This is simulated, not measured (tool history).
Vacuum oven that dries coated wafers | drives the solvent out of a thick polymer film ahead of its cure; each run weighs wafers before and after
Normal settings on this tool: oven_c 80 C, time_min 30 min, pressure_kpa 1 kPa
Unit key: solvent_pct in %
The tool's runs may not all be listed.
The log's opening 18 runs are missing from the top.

run	hour	oven_c	time_min	pressure_kpa	solvent_pct
19	362.4	80	30	3.43	6.1
20	379	80	35	3.43	5.75
21	395.4	80	35	3.43	5.91
22	410	80	35	3.43	5.81
23	428.3	74	21	0.99	6.52
24	449.5	75	18	0.56	6.29
25	463.3	80	21	1	4.5
26	488.8	87	21	1	2.6
27	512.7	73	43	1	4.06
28	523.6	80	30	3.99	6.64
29	539.3	80	30	3.99	6.74
30	562.6	91	20	3.98	4.37
31	579.3	80	23	2.31	5.53
32	590.8	80	28	2.43	5.09
33	604.8	80	28	2.43	5.15
34	615.4	80	25	2.43	5.46
35	636.8	80	15	2.64	7.52
36	660.2	80	15	2.64	7.43
37	672.5	90	30	3.45	3.49
38	685	77	30	3.45	7.16
39	708.9	81	30	1.18	3.03
40	728.6	81	22	1.18	4.28
41	745.8	81	22	1.18	4.19
42	759.5	71	53	1.18	4.28
43	784.8	95	39	1.18	0.98

3 ways to go on from here, each from the tool as it stands after run 43. What would each give?
A	799.7	93	32	1.62	?
B	799.7	80	30	0.57	?
C	799.7	93	18	2.48	?

run	solvent_pct
A	1.48
B	2.76
C	2.84
Stripped of hidden state, with their random variation kept, the same runs would have yielded:
run	solvent_pct
A	1.48
B	2.77
C	2.85
